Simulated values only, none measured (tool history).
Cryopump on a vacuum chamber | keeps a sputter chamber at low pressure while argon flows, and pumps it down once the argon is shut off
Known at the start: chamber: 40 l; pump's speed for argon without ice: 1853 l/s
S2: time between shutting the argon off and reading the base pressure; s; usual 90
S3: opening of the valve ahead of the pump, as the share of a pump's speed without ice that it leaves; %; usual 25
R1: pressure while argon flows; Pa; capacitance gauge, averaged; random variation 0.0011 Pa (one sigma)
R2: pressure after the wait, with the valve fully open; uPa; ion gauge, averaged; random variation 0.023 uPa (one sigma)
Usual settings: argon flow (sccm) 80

run 1 day=0 | argon_flow_(sccm)=80 S2=90 S3=25 | R1=0.2948 R2=0.88
run 2 day=0.738 | argon_flow_(sccm)=80 S2=90 S3=25 | R1=0.2953 R2=0.95
run 3 day=1.533 | argon_flow_(sccm)=80 S2=90 S3=25 | R1=0.2962 R2=0.96
run 4 day=2.196 | argon_flow_(sccm)=80 S2=90 S3=25 | R1=0.2961 R2=0.93
run 5 day=3.046 | argon_flow_(sccm)=80 S2=90 S3=25 | R1=0.2961 R2=0.92
run 6 day=3.712 | argon_flow_(sccm)=80 S2=90 S3=44 | R1=0.1706 R2=0.96
run 7 day=4.117 | argon_flow_(sccm)=103 S2=90 S3=44 | R1=0.2189 R2=0.94
run 8 day=4.712 | argon_flow_(sccm)=80 S2=90 S3=25 | R1=0.295 R2=0.9
run 9 day=5.512 | argon_flow_(sccm)=80 S2=90 S3=25 | R1=0.2942 R2=0.92
run 10 day=5.9 | argon_flow_(sccm)=80 S2=90 S3=20 | R1=0.3691 R2=0.95
run 11 day=6.317 | argon_flow_(sccm)=35 S2=241 S3=25 | R1=0.1302 R2=0.58
run 12 day=7.054 | argon_flow_(sccm)=42 S2=98 S3=40 | R1=0.099 R2=0.84
run 13 day=7.758 | argon_flow_(sccm)=63 S2=270 S3=25 | R1=0.2344 R2=0.54
run 14 day=8.375 | argon_flow_(sccm)=35 S2=56 S3=25 | R1=0.1303 R2=1.27
run 15 day=9.129 | argon_flow_(sccm)=35 S2=56 S3=25 | R1=0.1287 R2=1.27
run 16 day=10 | argon_flow_(sccm)=35 S2=56 S3=25 | R1=0.1293 R2=1.27
run 17 day=10.8 | argon_flow_(sccm)=35 S2=56 S3=25 | R1=0.1304 R2=1.3
run 18 day=11.304 | argon_flow_(sccm)=35 S2=56 S3=25 | R1=0.1299 R2=1.31
run 19 day=12.158 | argon_flow_(sccm)=67 S2=116 S3=51 | R1=0.1253 R2=0.86
run 20 day=12.667 | argon_flow_(sccm)=67 S2=116 S3=16 | R1=0.3859 R2=0.83

Forecast each of these 5 alternatives for the next run:
run A day=13.096 | argon_flow_(sccm)=137 S2=116 S3=16 | R1=? R2=?
run B day=13.096 | argon_flow_(sccm)=135 S2=34 S3=24 | R1=? R2=?
run C day=13.096 | argon_flow_(sccm)=63 S2=116 S3=16 | R1=? R2=?
run D day=13.096 | argon_flow_(sccm)=67 S2=73 S3=23 | R1=? R2=?
run E day=13.096 | argon_flow_(sccm)=47 S2=116 S3=22 | R1=? R2=?

run=A R1=0.7946 R2=0.82
run=B R1=0.5216 R2=1.94
run=C R1=0.3632 R2=0.8
run=D R1=0.271 R2=1.09
run=E R1=0.1977 R2=0.85
Without the tool's hidden state the same runs would have given:
run=A R1=0.7851 R2=0.62
run=B R1=0.5124 R2=1.74
run=C R1=0.3588 R2=0.61
run=D R1=0.2663 R2=0.9
run=E R1=0.1945 R2=0.66
